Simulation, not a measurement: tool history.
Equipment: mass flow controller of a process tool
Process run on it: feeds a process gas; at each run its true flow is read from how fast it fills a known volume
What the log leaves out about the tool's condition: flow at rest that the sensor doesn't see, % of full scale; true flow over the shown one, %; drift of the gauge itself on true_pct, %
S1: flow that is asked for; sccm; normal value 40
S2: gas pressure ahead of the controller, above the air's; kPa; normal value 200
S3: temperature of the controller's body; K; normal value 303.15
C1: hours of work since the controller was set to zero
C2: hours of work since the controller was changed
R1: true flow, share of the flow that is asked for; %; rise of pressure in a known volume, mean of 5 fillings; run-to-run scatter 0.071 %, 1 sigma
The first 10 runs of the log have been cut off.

run 11 hour=630 | S1=40 S2=200 S3=301.15 | C1=1247 C2=1247 | R1=99.84
run 12 hour=690 | S1=23 S2=200 S3=303.15 | C1=1290 C2=1290 | R1=99.52
run 13 hour=732.2 | S1=23 S2=200 S3=303.15 | C1=1320 C2=1320 | R1=99.47
run 14 hour=772.8 | S1=23 S2=200 S3=303.15 | C1=1349 C2=1349 | R1=99.55
run 15 hour=815.2 | S1=23 S2=200 S3=303.15 | C1=1379 C2=1379 | R1=99.46
run 16 hour=897.4 | S1=36 S2=200 S3=303.15 | C1=1438 C2=1438 | R1=99.93
run 17 hour=954.6 | S1=40 S2=201 S3=303.15 | C1=1478 C2=1478 | R1=100
run 18 hour=1020.3 | S1=40 S2=201 S3=303.15 | C1=1525 C2=1525 | R1=100.09
run 19 hour=1059.2 | S1=40 S2=201 S3=303.15 | C1=1553 C2=1553 | R1=99.95
run 20 hour=1132.6 | S1=12 S2=201 S3=295.15 | C1=1605 C2=1605 | R1=98.64
run 21 hour=1205 | S1=23 S2=222 S3=295.15 | C1=1657 C2=1657 | R1=99.14
run 22 hour=1276.9 | S1=23 S2=222 S3=295.15 | C1=1708 C2=1708 | R1=99.07
run 23 hour=1351.9 | S1=23 S2=251 S3=301.15 | C1=1761 C2=1761 | R1=99.74
run 24 hour=1413.2 | S1=24 S2=188 S3=301.15 | C1=1805 C2=1805 | R1=99.24
run 25 hour=1482.6 | S1=24 S2=188 S3=301.15 | C1=1855 C2=1855 | R1=99.33
run 26 hour=1535.7 | S1=17 S2=269 S3=301.15 | C1=1892 C2=1892 | R1=99.69
run 27 hour=1575.4 | S1=40 S2=200 S3=297.15 | C1=1921 C2=1921 | R1=99.71
run 28 hour=1649 | S1=40 S2=217 S3=297.15 | C1=1973 C2=1973 | R1=99.56
run 29 hour=1693.2 | S1=12 S2=211 S3=294.15 | C1=2005 C2=2005 | R1=98.64
run 30 hour=1735.5 | S1=24 S2=233 S3=300.15 | C1=2035 C2=2035 | R1=99.55
run 31 hour=1775.6 | S1=8 S2=209 S3=312.15 | C1=2063 C2=2063 | R1=99.69
run 32 hour=1822.3 | S1=8 S2=209 S3=312.15 | C1=2097 C2=2097 | R1=99.74
run 33 hour=1867.2 | S1=26 S2=271 S3=307.15 | C1=2129 C2=2129 | R1=100.29

What will run 34 give?
run 34 hour=1919.5 | S1=26 S2=271 S3=307.15 | C1=2166 C2=2166 | R1=?

{"run 34": {"R1": 100.31}}
If the tool had no hidden condition, the same run with the same run-to-run variation would have returned R1 100.31 %.
